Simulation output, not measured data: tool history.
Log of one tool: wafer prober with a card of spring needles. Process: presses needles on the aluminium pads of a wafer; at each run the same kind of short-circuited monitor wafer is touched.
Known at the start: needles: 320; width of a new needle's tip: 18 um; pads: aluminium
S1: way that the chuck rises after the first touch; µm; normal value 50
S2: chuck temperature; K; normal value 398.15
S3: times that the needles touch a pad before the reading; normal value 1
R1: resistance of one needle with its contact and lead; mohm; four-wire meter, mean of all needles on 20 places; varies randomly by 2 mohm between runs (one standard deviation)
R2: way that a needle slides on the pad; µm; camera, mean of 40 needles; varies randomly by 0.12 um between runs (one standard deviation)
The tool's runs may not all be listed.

Run 1, hour 0: usual settings. Result: R1 269 mohm, R2 8.31 µm.
At hour 1: tips cleaned on abrasive film.
At hour 6.4: tips cleaned on abrasive film.
Run 2, hour 7.7: usual settings. Result: R1 251 mohm, R2 7.49 µm.
At hour 12: tips cleaned on abrasive film.
Run 3, hour 13: usual settings. Result: R1 247 mohm, R2 7.8 µm.
At hour 17.5: tips cleaned on abrasive film.
At hour 22.7: tips cleaned on abrasive film.
Run 4, hour 23.2: usual settings. Result: R1 238 mohm, R2 7.69 µm.
At hour 27.6: tips cleaned on abrasive film.
Run 5, hour 30.7: usual settings. Result: R1 269 mohm, R2 7.67 µm.
At hour 32.9: tips cleaned on abrasive film.
At hour 38.2: tips cleaned on abrasive film.
Run 6, hour 42.2: usual settings. Result: R1 281 mohm, R2 7.67 µm.
At hour 43.4: tips cleaned on abrasive film.
At hour 49: tips cleaned on abrasive film.
Run 7, hour 52.2: usual settings but S2 346.15 K. Result: R1 271 mohm, R2 7.58 µm.
At hour 54: tips cleaned on abrasive film.
At hour 59.4: tips cleaned on abrasive film.
Run 8, hour 64.1: usual settings but S2 353.15 K. Result: R1 292 mohm, R2 7.55 µm.
At hour 65.4: tips cleaned on abrasive film.
At hour 69.9: tips cleaned on abrasive film, once more.
Run 9, hour 72.2: usual settings but S1 31 µm, S2 353.15 K. Result: R1 354 mohm, R2 4.06 µm.
At hour 74.8: tips cleaned on abrasive film.
At hour 80.1: tips cleaned on abrasive film.
Run 10, hour 82.3: usual settings but S1 31 µm, S2 353.15 K. Result: R1 347 mohm, R2 4.33 µm.
At hour 85.2: tips cleaned on abrasive film.
Run 11, hour 89.5: usual settings. Result: R1 282 mohm, R2 7.39 µm.
At hour 90.3: tips cleaned on abrasive film.
At hour 96: tips cleaned on abrasive film.
Run 12, hour 97: usual settings. Result: R1 248 mohm, R2 7.53 µm.
At hour 101.8: tips cleaned on abrasive film.
At hour 107.1: tips cleaned on abrasive film.
Run 13, hour 108: usual settings. Result: R1 250 mohm, R2 7.62 µm.
At hour 112.2: tips cleaned on abrasive film.
At hour 117.1: tips cleaned on abrasive film.
Run 14, hour 119: usual settings but S2 337.15 K. Result: R1 256 mohm, R2 7.17 µm.
At hour 122.5: tips cleaned on abrasive film.
Run 15, hour 124.9: usual settings. Result: R1 270 mohm, R2 7.26 µm.
At hour 127.6: tips cleaned on abrasive film.
At hour 133.4: tips cleaned on abrasive film.
Run 16, hour 136.9: usual settings but S3 2. Result: R1 266 mohm, R2 7.56 µm.
At hour 138.3: tips cleaned on abrasive film.
Run 17, hour 142: usual settings but S1 30 µm, S2 305.15 K, S3 3. Result: R1 319 mohm, R2 3.87 µm.
At hour 143.9: tips cleaned on abrasive film.
At hour 149.5: tips cleaned on abrasive film.
At hour 154.5: height of the first contact set anew.
At hour 154.8: tips cleaned on abrasive film.
Run 18, hour 154.8: usual settings but S2 324.15 K, S3 3. Result: R1 209 mohm, R2 8.81 µm.
At hour 160.2: tips cleaned on abrasive film.
Run 19, hour 164.7: usual settings but S2 324.15 K, S3 3. Result: R1 227 mohm, R2 8.97 µm.
At hour 165.3: tips cleaned on abrasive film.
At hour 170.7: tips cleaned on abrasive film.
Run 20, hour 173.4: usual settings but S1 67 µm, S2 301.15 K. Result: R1 218 mohm, R2 11.71 µm.
At hour 175.8: tips cleaned on abrasive film.
At hour 181.5: tips cleaned on abrasive film.
Run 21, hour 181.7: usual settings but S1 54 µm, S2 317.15 K. Result: R1 212 mohm, R2 9.78 µm.
At hour 186.7: tips cleaned on abrasive film.
At hour 191.8: tips cleaned on abrasive film.
Run 22, hour 193.4: usual settings but S1 53 µm. Result: R1 242 mohm, R2 9.52 µm.
At hour 196.9: tips cleaned on abrasive film.
At hour 202.5: tips cleaned on abrasive film.
Run 23, hour 203.4: usual settings but S1 41 µm, S2 302.15 K. Result: R1 235 mohm, R2 7.03 µm.
At hour 207.7: tips cleaned on abrasive film.
At hour 212.6: tips cleaned on abrasive film.
Run 24, hour 213.3: usual settings but S1 64 µm. Result: R1 226 mohm, R2 11.02 µm.
At hour 217.7: tips cleaned on abrasive film.
Run 25, hour 221: usual settings but S1 31 µm. Result: R1 341 mohm, R2 5.38 µm.
At hour 222.9: tips cleaned on abrasive film.
At hour 227.8: tips cleaned on abrasive film.
Run 26, hour 228: usual settings but S1 31 µm. Result: R1 262 mohm, R2 5.56 µm.
At hour 233.4: tips cleaned on abrasive film.
Run 27, hour 237.7: usual settings but S1 30 µm, S2 339.15 K, S3 2. Result: R1 320 mohm, R2 5.23 µm.
At hour 238.5: tips cleaned on abrasive film.
At hour 243.5: tips cleaned on abrasive film.
At hour 249: tips cleaned on abrasive film.
Run 28, hour 250.1: usual settings but S1 30 µm, S2 339.15 K, S3 2. Result: R1 259 mohm, R2 4.98 µm.
At hour 254.4: tips cleaned on abrasive film.
At hour 259.4: tips cleaned on abrasive film.
Run 29, hour 260.1: usual settings but S1 30 µm, S2 339.15 K, S3 2. Result: R1 247 mohm, R2 5.06 µm.
At hour 265.1: tips cleaned on abrasive film.
At hour 270.4: tips cleaned on abrasive film.
Run 30, hour 272.6: usual settings but S1 56 µm, S2 343.15 K. Result: R1 234 mohm, R2 9.96 µm.
At hour 276.3: tips cleaned on abrasive film.
At hour 281.4: tips cleaned on abrasive film.
Run 31, hour 284: usual settings but S1 56 µm, S2 343.15 K. Result: R1 241 mohm, R2 9.81 µm.

Predict each of these 4 candidate next runs independently; none follows another, all start after run 31:
At hour 287.1: tips cleaned on abrasive film.
Run A, hour 291.4: usual settings but S1 42 µm, S2 343.15 K. Result: R1 ?, R2 ?.
At hour 287.1: tips cleaned on abrasive film.
Run B, hour 291.4: usual settings but S1 33 µm. Result: R1 ?, R2 ?.
At hour 287.1: tips cleaned on abrasive film.
Run C, hour 291.4: usual settings but S1 56 µm, S2 305.15 K, S3 2. Result: R1 ?, R2 ?.
At hour 287.1: tips cleaned on abrasive film.
Run D, hour 291.4: usual settings but S1 48 µm, S2 304.15 K, S3 2. Result: R1 ?, R2 ?.

run   R1    R2
  A  304  7.03
  B  371  5.74
  C  236  9.78
  D  245  8.41
Stripped of hidden state, with their random variation kept, the same runs would have yielded:
run   R1     R2
  A  214   7.31
  B  234   6.02
  C  202  10.06
  D  199   8.69
